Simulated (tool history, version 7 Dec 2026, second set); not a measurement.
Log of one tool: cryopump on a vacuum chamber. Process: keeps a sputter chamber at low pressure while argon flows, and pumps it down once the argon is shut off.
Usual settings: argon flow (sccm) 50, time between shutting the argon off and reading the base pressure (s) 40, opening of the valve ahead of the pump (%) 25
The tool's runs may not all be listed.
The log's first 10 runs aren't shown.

run,hour,argon flow (sccm),time between shutting the argon off and reading the base pressure (s),opening of the valve ahead of the pump (%),pressure while argon flows (Pa),pressure after the wait (uPa)
11,792.5,50,40,25,0.3130,1.17
12,872.0,40,40,25,0.2528,1.20
13,968.3,40,40,25,0.2555,1.26
14,1021.2,50,22,25,0.3209,1.81
15,1111.5,50,40,25,0.3227,1.35
# hour 1225.5: pump warmed up, emptied and cooled again
16,1225.5,50,40,25,0.3037,1.14
17,1276.5,50,40,25,0.3087,1.17
18,1330.5,50,40,25,0.3113,1.20
19,1408.2,25,258,21,0.1835,0.62
20,1486.6,64,44,18,0.5541,1.22
21,1565.7,41,20,18,0.3591,2.03
22,1665.2,99,40,24,0.6528,1.28
23,1725.6,99,40,24,0.6578,1.28
24,1796.5,31,40,49,0.1079,1.32
25,1908.9,31,40,40,0.1310,1.33
# hour 2022.0: pump warmed up, emptied and cooled again
26,2022.1,50,243,19,0.4063,0.62
27,2129.7,43,40,25,0.2685,1.27
28,2228.2,87,233,33,0.4170,0.71
29,2282.0,87,233,33,0.4163,0.67
30,2330.4,87,107,24,0.5717,0.82
31,2425.7,31,44,28,0.1793,1.29
32,2518.1,21,121,25,0.1354,0.89
33,2581.6,21,121,25,0.1347,0.90
34,2675.7,28,54,21,0.2160,1.23

Forecast each of these 3 alternatives for the next run:
A,2776.5,50,40,16,?,?
B,2776.5,57,28,44,?,?
C,2776.5,50,40,19,?,?

run,pressure while argon flows (Pa),pressure after the wait (uPa)
A,0.5028,1.45
B,0.2247,1.79
C,0.4262,1.46
Without the tool's hidden state the same runs would have given:
run,pressure while argon flows (Pa),pressure after the wait (uPa)
A,0.4782,0.98
B,0.1969,1.31
C,0.4018,0.99

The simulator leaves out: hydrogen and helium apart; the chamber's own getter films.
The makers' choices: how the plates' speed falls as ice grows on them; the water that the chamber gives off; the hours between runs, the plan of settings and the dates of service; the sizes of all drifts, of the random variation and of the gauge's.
